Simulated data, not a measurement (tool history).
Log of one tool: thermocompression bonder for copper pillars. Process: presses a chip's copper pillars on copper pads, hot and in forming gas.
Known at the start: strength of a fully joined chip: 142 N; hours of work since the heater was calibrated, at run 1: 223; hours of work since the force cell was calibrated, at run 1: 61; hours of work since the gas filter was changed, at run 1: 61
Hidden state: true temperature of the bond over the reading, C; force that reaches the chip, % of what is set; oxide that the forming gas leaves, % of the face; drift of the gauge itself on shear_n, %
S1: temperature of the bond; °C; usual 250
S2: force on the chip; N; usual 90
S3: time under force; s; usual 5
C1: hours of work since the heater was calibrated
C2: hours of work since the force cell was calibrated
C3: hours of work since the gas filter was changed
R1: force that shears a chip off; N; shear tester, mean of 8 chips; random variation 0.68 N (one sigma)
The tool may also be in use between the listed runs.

| run | hour | S1 | S2 | S3 | C1 | C2 | C3 | R1 |
|---|---|---|---|---|---|---|---|---|
| 1 | 0 | 250 | 90 | 5 | 223 | 61 | 61 | 67 |
| 2 | 16.2 | 250 | 90 | 5 | 230 | 69 | 69 | 68.1 |
| 3 | 44.3 | 254 | 90 | 5 | 243 | 82 | 82 | 71.9 |
| 4 | 60.4 | 254 | 90 | 5 | 250 | 89 | 89 | 72.4 |
| 5 | 81.3 | 250 | 126 | 5 | 260 | 98 | 98 | 84.5 |
| 6 | 106.9 | 250 | 126 | 5 | 271 | 110 | 110 | 84.3 |
| 7 | 124.8 | 225 | 90 | 5 | 280 | 118 | 118 | 44.1 |
| 8 | 146 | 225 | 90 | 5 | 289 | 128 | 128 | 43.6 |
| 9 | 162.5 | 250 | 90 | 5 | 297 | 135 | 135 | 70.3 |
| 10 | 176.8 | 250 | 90 | 5 | 303 | 142 | 142 | 70.4 |
| 11 | 199 | 250 | 90 | 5 | 313 | 152 | 152 | 67.6 |
| 12 | 224.8 | 250 | 90 | 5 | 325 | 164 | 164 | 69.3 |
| 13 | 246.3 | 250 | 90 | 5 | 335 | 173 | 173 | 68.5 |
| 14 | 262.9 | 250 | 74 | 5 | 342 | 181 | 181 | 61.6 |
| 15 | 276.7 | 269 | 66 | 3 | 349 | 187 | 187 | 63.4 |
| 16 | 299.6 | 269 | 66 | 3 | 359 | 197 | 197 | 64 |
| 17 | 324 | 269 | 66 | 3 | 370 | 209 | 209 | 63 |
| 18 | 342.2 | 253 | 63 | 5 | 378 | 217 | 217 | 58.2 |
| 19 | 367.6 | 250 | 113 | 12 | 390 | 228 | 228 | 101.1 |
| 20 | 394.1 | 267 | 122 | 5 | 402 | 240 | 240 | 99.6 |
| 21 | 420.8 | 251 | 122 | 4 | 414 | 252 | 252 | 77.4 |
| 22 | 441.9 | 242 | 122 | 7 | 423 | 262 | 262 | 82.3 |
| 23 | 456.8 | 226 | 109 | 11 | 430 | 269 | 269 | 67.2 |
| 24 | 473.7 | 248 | 90 | 5 | 438 | 276 | 276 | 67.8 |
| 25 | 490.9 | 279 | 108 | 5 | 446 | 284 | 284 | 108.7 |

Forecast each of these 5 alternatives for the next run:
| A | 519.8 | 229 | 75 | 4 | 459 | 297 | 297 | ? |
| B | 519.8 | 250 | 63 | 10 | 459 | 297 | 297 | ? |
| C | 519.8 | 279 | 69 | 4 | 459 | 297 | 297 | ? |
| D | 519.8 | 250 | 62 | 6 | 459 | 297 | 297 | ? |
| E | 519.8 | 273 | 57 | 9 | 459 | 297 | 297 | ? |

| run | R1 |
|---|---|
| A | 37.9 |
| B | 70.5 |
| C | 82.2 |
| D | 58.2 |
| E | 87.4 |
Without the tool's hidden state the same runs would have given:
| run | R1 |
|---|---|
| A | 38 |
| B | 70.6 |
| C | 82.4 |
| D | 58.3 |
| E | 87.5 |
